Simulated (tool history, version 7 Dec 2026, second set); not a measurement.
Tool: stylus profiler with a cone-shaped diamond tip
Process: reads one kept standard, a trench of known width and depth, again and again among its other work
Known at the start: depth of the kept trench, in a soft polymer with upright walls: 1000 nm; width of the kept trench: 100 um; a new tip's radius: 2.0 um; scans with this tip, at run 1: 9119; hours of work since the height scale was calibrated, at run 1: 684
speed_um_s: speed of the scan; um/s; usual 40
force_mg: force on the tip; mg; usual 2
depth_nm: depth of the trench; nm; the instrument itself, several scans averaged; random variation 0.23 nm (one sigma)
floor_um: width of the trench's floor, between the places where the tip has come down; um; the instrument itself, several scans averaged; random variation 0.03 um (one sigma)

run	hour	speed_um_s	force_mg	scans with this tip	hours of work since the height scale was calibrated	depth_nm	floor_um
1	0	40	2	9119	684	1013.82	96.3
2	30.4	40	2	9362	703	1014.07	96.28
3	51.7	40	2	9533	715	1013.82	96.29
4	102.9	40	2	9943	746	1013.66	96.33
5	135.6	40	5.84	10204	766	1028.21	96.35
6	181.1	40	2	10569	793	1013.64	96.3
7	231.4	40	2	10972	823	1013.82	96.3
8	261.3	40	4.21	11211	841	1022.78	96.36
9	304.1	40	4.21	11554	867	1022.62	96.37
10	338.4	40	4.21	11828	888	1022.18	96.37
11	376.6	40	4.21	12134	910	1022.53	96.31
12	422.7	40	4.21	12503	938	1022.76	96.34
13	453.8	40	4.21	12752	957	1022.74	96.42
14	482.9	40	4.21	12985	974	1022.68	96.38
15	530.6	33	2.65	13367	1003	1016.83	96.37
16	560	125	2.65	13603	1021	1016.27	95.96
17	601.1	83	1.31	13932	1045	1010.11	96.01
18	648.4	150	4.38	14310	1074	1022.96	95.91
19	697	44	3.08	14699	1103	1018.17	96.27
20	734.4	44	3.08	14999	1125	1018.78	96.23
21	764.1	44	3.98	15237	1143	1022.08	96.35
22	808.3	44	3.98	15591	1170	1021.98	96.32
23	852.8	44	3.98	15947	1197	1021.4	96.27
24	899.7	59	5.72	16322	1225	1027.64	96.32
25	924.6	59	5.72	16521	1240	1027.84	96.37

5 ways to go on from here, each from the tool as it stands after run 25. What would each give?
A	958	15	2.47	16789	1260	?	?
B	958	59	1.15	16789	1260	?	?
C	958	11	5.72	16789	1260	?	?
D	958	40	3.05	16789	1260	?	?
E	958	40	3.54	16789	1260	?	?

run	depth_nm	floor_um
A	1016.18	96.49
B	1009.17	96.06
C	1027.59	96.49
D	1018.27	96.31
E	1020.21	96.35
Without the tool's hidden state the same runs would have given:
run	depth_nm	floor_um
A	1016.16	96.53
B	1009.15	96.09
C	1027.57	96.53
D	1018.25	96.35
E	1020.19	96.39
